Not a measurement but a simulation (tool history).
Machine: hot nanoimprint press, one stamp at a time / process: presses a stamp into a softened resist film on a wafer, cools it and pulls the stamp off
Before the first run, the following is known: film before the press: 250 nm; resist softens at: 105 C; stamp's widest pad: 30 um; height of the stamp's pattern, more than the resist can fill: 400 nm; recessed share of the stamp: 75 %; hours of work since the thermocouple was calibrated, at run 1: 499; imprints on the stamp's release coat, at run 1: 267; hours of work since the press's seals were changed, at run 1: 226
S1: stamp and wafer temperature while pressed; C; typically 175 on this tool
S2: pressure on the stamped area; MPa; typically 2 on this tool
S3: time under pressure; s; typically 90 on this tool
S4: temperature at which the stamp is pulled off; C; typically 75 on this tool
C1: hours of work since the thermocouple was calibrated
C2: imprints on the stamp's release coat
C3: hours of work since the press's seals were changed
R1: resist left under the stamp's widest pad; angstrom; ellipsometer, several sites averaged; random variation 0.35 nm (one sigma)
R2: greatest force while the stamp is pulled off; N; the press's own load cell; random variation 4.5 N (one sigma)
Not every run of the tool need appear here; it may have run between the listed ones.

run	hour	S1	S2	S3	S4	C1	C2	C3	R1	R2
1	0	175	2	90	75	499	267	226	965	256
2	6	175	2	90	75	503	302	231	971	258
3	11.5	175	3.2	90	75	508	333	235	746	263
4	17.4	175	3.2	90	75	512	367	240	740	257
5	25.3	175	3.2	90	75	519	412	246	740	265
6	32.2	175	3.2	90	75	524	451	251	745	266
7	41.9	175	3.2	90	75	532	506	259	740	285
8	46.9	175	3.2	90	75	536	534	263	741	283
9	56.1	175	2	90	75	543	587	270	979	288
10	66.1	175	2	90	75	551	644	278	979	286
11	74	175	2	90	75	557	689	285	972	294
12	82	175	2	90	75	564	735	291	983	302
13	91.7	175	2.13	90	75	571	790	299	938	318
14	100.2	175	2.13	90	75	578	838	305	951	317
15	106.3	175	2.13	90	71	583	873	310	939	336
# hour 110.9: plate thermocouple calibrated
16	114.1	175	2.13	90	71	2	900	314	876	336
17	121.7	175	2.13	90	71	9	943	320	880	336
18	126.9	175	1.63	104	71	13	973	324	967	344
19	132.9	175	1.63	104	71	17	1007	329	965	336
20	141.9	172	3.1	149	81	25	1058	336	640	320
21	147.9	172	3.1	149	81	29	1093	341	642	318
22	152.9	172	3.1	149	69	33	1121	345	645	366
23	157.7	171	1.8	49	78	37	1148	349	1321	337
24	167.3	172	2	90	79	45	1203	356	995	339
25	173.4	172	2	90	79	50	1238	361	988	341
26	178	172	2	90	79	53	1264	365	1003	341
27	182.9	172	2	90	79	57	1292	369	991	346
28	191.1	181	1.96	92	75	64	1339	375	777	373
29	197.9	175	2	90	66	69	1377	381	916	419
30	203.8	175	2.02	129	75	74	1411	385	797	394
31	210.1	175	1.61	129	71	79	1447	390	901	413

3 ways to go on from here, each from the tool as it stands after run 31. What would each give?
A	215.7	175	1.88	90	75	83	1479	395	?	?
B	215.7	176	1.61	129	71	83	1479	395	?	?
C	215.7	169	2	54	74	83	1479	395	?	?

run	R1	R2
A	949	400
B	880	395
C	1288	399
Take away the tool's hidden state, keep each run's random variation, and the runs would have read:
run	R1	R2
A	931	224
B	864	222
C	1264	224

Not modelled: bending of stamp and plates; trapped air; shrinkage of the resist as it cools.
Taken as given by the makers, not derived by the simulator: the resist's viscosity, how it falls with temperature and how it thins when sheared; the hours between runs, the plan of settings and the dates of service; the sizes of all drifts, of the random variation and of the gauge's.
